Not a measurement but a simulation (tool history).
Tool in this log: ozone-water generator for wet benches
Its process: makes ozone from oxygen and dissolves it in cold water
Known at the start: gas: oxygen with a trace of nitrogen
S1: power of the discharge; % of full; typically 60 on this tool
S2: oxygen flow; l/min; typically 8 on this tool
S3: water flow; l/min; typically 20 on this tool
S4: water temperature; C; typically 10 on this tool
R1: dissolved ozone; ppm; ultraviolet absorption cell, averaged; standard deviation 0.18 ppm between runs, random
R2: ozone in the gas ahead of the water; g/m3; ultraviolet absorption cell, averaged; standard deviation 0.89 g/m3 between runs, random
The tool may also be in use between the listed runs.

run,hour,S1,S2,S3,S4,R1,R2
1,0,60,8,20,10,24.2,138.1
2,68.9,60,8,20,10,24.1,138.3
3,108.6,60,8,20,10,24,140.5
4,148.6,60,8,20,10,24.4,139.4
5,209.4,60,8,20,10,24.3,139.4
6,258.1,60,8,20,10,23.5,138.3
7,323.6,60,8,20,10,23.5,138
8,406,60,8,20,10,23.9,138.3
9,455,60,8,20,10,23.9,138.7
10,530.1,60,8,15,10,28.5,136.9
11,596.1,60,8,20,10,23.6,139.5
12,675.8,60,4.15,20,10,22.4,190.3
13,753.6,60,4.15,20,10,22.3,191.7
14,826.8,60,10.78,20,10,23.7,117.9
15,865.5,60,10.78,20,10,23.1,120.9
# hour 898.8: contactor cleaned
16,954.3,60,8,20,8,24.9,137.2
17,1030.4,60,8,20,10,23.7,135.4
18,1104.5,83,8,32,10,19.8,165.5
19,1151.2,83,4.45,32,7,18.1,220.2
20,1217.6,83,4.45,32,8,18.3,221
21,1258.2,76,12.92,20,6,28.5,121.7
22,1336.6,60,8,26,10,19.5,135.7
23,1404.9,60,4.09,24,10,19,190
24,1492,60,12.59,22,10,21.8,107.7
25,1567.5,75,8,20,10,26.9,153.7
26,1605,44,4.56,15,8,24.1,150.1
27,1673.1,44,4.56,15,8,24.2,148.6
28,1731,60,8,28,10,18.2,136.1
29,1771.2,60,8,28,10,18,136.1
30,1845.1,60,8,28,8,18.5,135
31,1922.6,58,11.84,14,10,27.4,108.2
32,1980.2,60,8,20,6,25.2,133.6
33,2066.3,68,4.62,20,6,25,189.9

Predict each of these 4 candidate next runs independently; none follows another, all start after run 33:
A,2144.3,60,11.33,23,16,?,?
B,2144.3,53,4.26,20,16,?,?
C,2144.3,73,8,20,10,?,?
D,2144.3,91,4.92,12,10,?,?

run,R1,R2
A,18.7,112.1
B,18.9,170.2
C,25.8,149.2
D,41.2,216.8
Take away the tool's hidden state, keep each run's random variation, and the runs would have read:
run,R1,R2
A,20.7,122.6
B,20.8,184.7
C,28.9,164.9
D,46.6,242.9

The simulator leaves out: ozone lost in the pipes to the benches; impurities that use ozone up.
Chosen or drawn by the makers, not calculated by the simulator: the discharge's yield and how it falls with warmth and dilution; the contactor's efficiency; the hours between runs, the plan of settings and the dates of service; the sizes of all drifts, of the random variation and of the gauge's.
